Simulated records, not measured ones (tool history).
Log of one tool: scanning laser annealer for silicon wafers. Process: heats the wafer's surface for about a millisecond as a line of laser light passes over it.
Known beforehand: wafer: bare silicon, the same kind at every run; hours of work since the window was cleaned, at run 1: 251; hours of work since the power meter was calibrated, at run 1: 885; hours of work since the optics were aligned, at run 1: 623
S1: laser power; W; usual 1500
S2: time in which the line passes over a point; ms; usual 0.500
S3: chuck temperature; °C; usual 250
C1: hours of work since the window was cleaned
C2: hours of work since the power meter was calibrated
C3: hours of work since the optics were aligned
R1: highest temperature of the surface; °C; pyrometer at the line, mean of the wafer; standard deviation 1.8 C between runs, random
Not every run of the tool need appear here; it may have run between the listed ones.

run	hour	S1	S2	S3	C1	C2	C3	R1
1	0.0	1500	0.500	250	251	885	623	982
2	74.2	1500	0.500	250	291	925	663	979
3	165.6	1500	0.500	250	341	975	713	979
4	206.9	1500	0.500	250	363	997	735	977
5	259.9	1500	0.500	250	392	1026	764	978
6	297.8	1500	0.500	288	413	1046	785	1016
7	342.2	1500	0.508	250	437	1071	809	981
8	433.2	1434	0.500	250	486	1120	858	939
9	481.5	1434	0.500	250	513	1146	885	938
10	560.4	1434	0.500	250	555	1189	927	935
11	621.2	1434	0.500	250	588	1222	960	936
12	669.9	1434	0.500	250	615	1248	987	934
13	749.0	1434	0.500	250	658	1291	1030	931
14	825.4	1434	0.500	250	699	1333	1071	936
15	864.9	1434	0.500	250	721	1354	1093	934
16	957.3	1434	0.500	250	771	1405	1143	930
17	1038.2	1434	0.500	250	815	1448	1187	931
18	1096.4	1434	0.500	250	846	1480	1218	927
19	1151.7	1540	0.500	250	876	1510	1248	990
# hour 1192.7: window over the wafer cleaned
20	1243.5	1540	0.500	250	28	1559	1297	998
21	1289.4	1477	0.500	225	52	1584	1322	939
22	1375.9	1359	0.441	225	99	1631	1369	838
23	1424.3	1407	0.386	280	126	1657	1395	880
24	1508.6	1407	0.386	280	171	1703	1441	878
25	1564.1	1413	0.509	223	202	1733	1471	902
26	1649.7	1413	0.509	223	248	1779	1518	900
27	1709.4	1413	0.509	223	281	1812	1550	903
# hour 1754.8: optics aligned, line set to its width
28	1794.2	1413	0.371	211	324	1855	21	809
29	1840.9	1413	0.385	225	349	1880	47	832
30	1898.9	1413	0.385	225	381	1912	78	830
31	1989.7	1496	0.513	210	430	1961	128	947
32	2075.5	1355	0.453	212	477	2008	174	831
33	2126.0	1310	0.500	259	504	2035	202	879
34	2215.7	1310	0.500	259	553	2084	250	877
35	2301.2	1310	0.500	259	599	2130	297	880
36	2352.8	1310	0.500	259	627	2158	325	880
37	2411.2	1620	0.353	285	659	2190	356	964
38	2464.3	1473	0.379	254	688	2219	385	880
39	2525.6	1500	0.415	248	721	2252	418	915
40	2594.8	1627	0.442	248	758	2290	456	1002

Each row is a separate what-if for the run after 40, all from the same tool condition, not one after another. Results?
A	2664.3	1500	0.500	267	796	2327	494	?
B	2664.3	1500	0.598	242	796	2327	494	?
C	2664.3	1322	0.500	250	796	2327	494	?

run	R1
A	987
B	1022
C	874
The same runs, with their run-to-run variation unchanged, on a tool lacking any hidden condition would have given:
run	R1
A	1004
B	1042
C	890

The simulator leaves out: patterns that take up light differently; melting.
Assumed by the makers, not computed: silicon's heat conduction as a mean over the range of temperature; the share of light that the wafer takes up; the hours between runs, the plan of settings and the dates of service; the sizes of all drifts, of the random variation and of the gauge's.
